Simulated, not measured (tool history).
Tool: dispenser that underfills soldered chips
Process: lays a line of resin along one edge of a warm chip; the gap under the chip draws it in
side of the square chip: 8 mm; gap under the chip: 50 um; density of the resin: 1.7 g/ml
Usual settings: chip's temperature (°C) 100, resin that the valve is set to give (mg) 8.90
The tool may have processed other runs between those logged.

run	day	chip's temperature (°C)	resin that the valve is set to give (mg)	time until the resin shows at the far edge (s)	resin that the valve gave (mg)
1	0.000	100	8.90	102.2	8.40
2	0.333	100	8.90	146.7	8.54
# day 0.496: new syringe of resin
# day 0.538: dispensing valve cleaned and set on the balance
3	0.788	100	8.90	99.0	8.90
4	1.029	100	8.90	129.7	8.89
# day 1.296: new syringe of resin
5	1.429	100	8.68	87.4	8.61
6	1.788	100	8.68	131.2	8.67
# day 2.046: new syringe of resin
7	2.062	94	8.90	93.4	8.89
8	2.367	96	10.08	122.0	9.83
# day 2.788: new syringe of resin
9	2.962	112	9.12	66.6	8.94
10	3.300	112	9.12	94.9	8.94
# day 3.554: new syringe of resin
11	3.679	91	11.45	111.8	11.13
12	4.267	105	7.91	147.1	7.62
# day 4.325: new syringe of resin
13	4.704	88	10.00	171.8	9.63
14	5.012	88	10.00	237.0	9.70

Alternative continuations, all from the tool just after run 14; predict every row:
# day 5.071: new syringe of resin
A	5.404	97	7.95	?	?
# day 5.071: new syringe of resin
B	5.404	100	8.46	?	?
# day 5.071: new syringe of resin
C	5.404	87	10.74	?	?
# day 5.071: new syringe of resin
D	5.404	104	10.36	?	?
# day 5.071: new syringe of resin
E	5.404	88	10.28	?	?

run	time until the resin shows at the far edge (s)	resin that the valve gave (mg)
A	122.2	7.71
B	110.7	8.19
C	162.7	10.38
D	94.0	9.89
E	161.7	9.89
With no hidden state in the tool, these same runs would have given:
run	time until the resin shows at the far edge (s)	resin that the valve gave (mg)
A	81.9	8.02
B	74.4	8.52
C	109.3	10.80
D	63.4	10.29
E	108.8	10.29
